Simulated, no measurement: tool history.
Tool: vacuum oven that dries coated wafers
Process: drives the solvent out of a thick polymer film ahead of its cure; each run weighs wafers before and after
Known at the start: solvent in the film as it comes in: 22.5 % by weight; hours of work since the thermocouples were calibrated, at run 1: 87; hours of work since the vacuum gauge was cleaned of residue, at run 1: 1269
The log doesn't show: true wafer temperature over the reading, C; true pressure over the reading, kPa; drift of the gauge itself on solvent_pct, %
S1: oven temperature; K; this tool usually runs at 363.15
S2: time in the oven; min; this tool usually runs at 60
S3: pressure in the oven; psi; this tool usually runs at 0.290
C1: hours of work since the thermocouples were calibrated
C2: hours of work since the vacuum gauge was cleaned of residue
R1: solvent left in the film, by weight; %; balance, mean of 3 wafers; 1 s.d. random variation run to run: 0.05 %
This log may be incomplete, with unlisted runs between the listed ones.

run   hour      S1  S2     S3   C1    C2    R1
  1    0.0  363.15  60  0.290   87  1269  3.13
  2   53.9  363.15  60  0.290  125  1307  3.18
  3   91.5  363.15  60  0.290  151  1334  3.22
  4  125.0  363.15  60  0.290  175  1357  3.24
  5  170.8  363.15  43  0.290  207  1389  4.84
  6  197.7  363.15  43  0.290  226  1408  4.86
  7  239.7  363.15  36  0.290  256  1438  5.94
  8  284.5  363.15  36  0.157  287  1469  5.58
  9  322.0  363.15  36  0.157  313  1496  5.60
 10  347.6  363.15  36  0.157  331  1514  5.65
 11  377.7  351.15  60  0.290  353  1535  6.57
 12  425.7  351.15  60  0.687  386  1569  8.17
 13  452.9  351.15  60  0.687  406  1588  8.38
 14  484.2  363.15  88  0.290  428  1610  2.12
 15  530.5  363.15  88  0.290  460  1643  2.07
 16  588.5  359.15  60  0.290  501  1683  4.44
 17  636.1  375.15  60  0.290  534  1717  1.40
 18  672.3  375.15  60  0.290  560  1742  1.45

What does the tool deliver on the next run?
 19  702.9  375.15  60  0.629  581  1764   ?

{"run 19": {"R1": 2.26}}
With the hidden condition absent and the run-to-run variation left alone, this run would have shown R1 1.86 %.

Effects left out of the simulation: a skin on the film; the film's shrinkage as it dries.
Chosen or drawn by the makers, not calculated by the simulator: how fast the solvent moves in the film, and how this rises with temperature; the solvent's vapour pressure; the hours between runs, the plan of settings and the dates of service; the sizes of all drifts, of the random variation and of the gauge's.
